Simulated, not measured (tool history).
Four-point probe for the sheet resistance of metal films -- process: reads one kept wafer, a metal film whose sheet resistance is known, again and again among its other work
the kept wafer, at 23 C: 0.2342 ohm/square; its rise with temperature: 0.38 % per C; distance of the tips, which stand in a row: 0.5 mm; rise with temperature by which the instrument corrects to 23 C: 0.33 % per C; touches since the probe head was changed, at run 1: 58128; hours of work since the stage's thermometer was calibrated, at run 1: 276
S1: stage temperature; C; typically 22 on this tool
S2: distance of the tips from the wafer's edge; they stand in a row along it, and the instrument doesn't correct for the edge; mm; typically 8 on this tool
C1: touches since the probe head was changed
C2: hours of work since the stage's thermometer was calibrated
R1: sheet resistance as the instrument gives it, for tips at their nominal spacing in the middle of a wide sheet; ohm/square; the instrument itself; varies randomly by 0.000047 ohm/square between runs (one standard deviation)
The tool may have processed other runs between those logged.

Run 1, hour 0.0: usual settings; C1 58128; C2 276. Result: R1 0.233536 ohm/square.
Run 2, hour 100.5: usual settings; C1 64138; C2 350. Result: R1 0.233512 ohm/square.
Run 3, hour 144.1: usual settings but S2 3 mm; C1 66740; C2 382. Result: R1 0.236481 ohm/square.
Run 4, hour 223.7: usual settings but S2 7 mm; C1 71501; C2 440. Result: R1 0.233635 ohm/square.
Run 5, hour 306.8: usual settings but S2 7 mm; C1 76470; C2 501. Result: R1 0.233437 ohm/square.
Run 6, hour 379.5: usual settings but S2 7 mm; C1 80816; C2 554. Result: R1 0.233404 ohm/square.
Run 7, hour 454.2: usual settings but S2 18 mm; C1 85279; C2 609. Result: R1 0.232876 ohm/square.
Run 8, hour 530.6: usual settings but S2 18 mm; C1 89847; C2 665. Result: R1 0.232773 ohm/square.
Run 9, hour 583.6: usual settings but S2 10 mm; C1 93015; C2 704. Result: R1 0.232944 ohm/square.
Run 10, hour 677.6: usual settings but S2 9 mm; C1 98635; C2 773. Result: R1 0.233036 ohm/square.
Run 11, hour 749.2: usual settings but S1 24 C; C1 102914; C2 825. Result: R1 0.233315 ohm/square.
Run 12, hour 792.6: usual settings but S1 24 C; C1 105508; C2 857. Result: R1 0.233177 ohm/square.
Run 13, hour 859.0: usual settings but S1 31 C; C1 109478; C2 905. Result: R1 0.234033 ohm/square.
Run 14, hour 936.7: usual settings but S1 31 C, S2 4 mm; C1 114122; C2 962. Result: R1 0.235393 ohm/square.
Run 15, hour 1026.6: usual settings but S1 31 C, S2 4 mm; C1 119499; C2 1028. Result: R1 0.235315 ohm/square.
Run 16, hour 1103.2: usual settings but S1 31 C, S2 4 mm; C1 124078; C2 1084. Result: R1 0.235291 ohm/square.
Run 17, hour 1167.9: usual settings but S1 31 C, S2 4 mm; C1 127940; C2 1132. Result: R1 0.235279 ohm/square.
Run 18, hour 1248.1: usual settings but S1 31 C, S2 4 mm; C1 132736; C2 1191. Result: R1 0.235274 ohm/square.
Run 19, hour 1302.7: usual settings but S1 18 C, S2 26 mm; C1 136002; C2 1231. Result: R1 0.231618 ohm/square.
Run 20, hour 1372.8: usual settings but S1 18 C, S2 26 mm; C1 140189; C2 1282. Result: R1 0.231625 ohm/square.
Run 21, hour 1445.6: usual settings but S1 27 C, S2 56 mm; C1 144541; C2 1335. Result: R1 0.232708 ohm/square.
Run 22, hour 1499.1: usual settings but S1 25 C, S2 43 mm; C1 147743; C2 1374. Result: R1 0.232266 ohm/square.
Run 23, hour 1579.1: usual settings but S1 30 C, S2 43 mm; C1 152522; C2 1433. Result: R1 0.232940 ohm/square.
Run 24, hour 1674.7: usual settings but S1 30 C, S2 43 mm; C1 158239; C2 1503. Result: R1 0.232800 ohm/square.
Run 25, hour 1757.0: usual settings but S1 30 C, S2 43 mm; C1 163157; C2 1563. Result: R1 0.232787 ohm/square.
Run 26, hour 1831.9: usual settings but S1 20 C, S2 3 mm; C1 167635; C2 1618. Result: R1 0.234777 ohm/square.
At hour 1884.0: stage's thermometer calibrated.
Run 27, hour 1901.9: usual settings but S2 9 mm; C1 171791; C2 13. Result: R1 0.232414 ohm/square.
Run 28, hour 1951.1: usual settings but S2 9 mm; C1 174729; C2 49. Result: R1 0.232377 ohm/square.
Run 29, hour 2020.6: usual settings but S2 9 mm; C1 178889; C2 100. Result: R1 0.232382 ohm/square.
Run 30, hour 2080.8: usual settings but S2 9 mm; C1 182486; C2 144. Result: R1 0.232341 ohm/square.
Run 31, hour 2169.7: usual settings but S1 32 C, S2 49 mm; C1 187800; C2 209. Result: R1 0.233108 ohm/square.
Run 32, hour 2239.1: usual settings but S1 29 C, S2 5 mm; C1 191947; C2 260. Result: R1 0.233986 ohm/square.
Run 33, hour 2292.0: usual settings but S2 12 mm; C1 195108; C2 299. Result: R1 0.231963 ohm/square.
Run 34, hour 2338.8: usual settings but S1 20 C, S2 13 mm; C1 197907; C2 333. Result: R1 0.231644 ohm/square.
Run 35, hour 2438.3: usual settings but S1 25 C, S2 3 mm; C1 203856; C2 406. Result: R1 0.235343 ohm/square.
Run 36, hour 2533.2: usual settings but S1 28 C, S2 15 mm; C1 209528; C2 476. Result: R1 0.232461 ohm/square.

Some steps in R1 between neighbouring runs. How much of each would the tool show without its hidden state too (settings, what came in, random variation), and how much is left for the hidden state, with any gauge scatter that isn't in both results?
The tool's hidden condition here consists of: inner tips' distance over the nominal, %; tips' flats over new ones', %; wafer's true temperature over the reading, C; drift of the gauge itself on sheet_ohm, %.
Run 2 -> 3: S2 8 -> 3. R1 +0.002969 ohm/square: hidden state -0.000049, all else +0.003018.
Run 18 -> 19: S1 31 -> 18, S2 4 -> 26. R1 -0.003656 ohm/square: hidden state -0.000032, all else -0.003624.
Run 25 -> 26: S1 30 -> 20, S2 43 -> 3. R1 +0.001990 ohm/square: hidden state -0.000098, all else +0.002088.
Run 26 -> 27: S1 20 -> 22, S2 3 -> 9, stage's thermometer calibrated. R1 -0.002363 ohm/square: hidden state +0.000423, all else -0.002786.
Run 34 -> 35: S1 20 -> 25, S2 13 -> 3. R1 +0.003699 ohm/square: hidden state -0.000109, all else +0.003808.
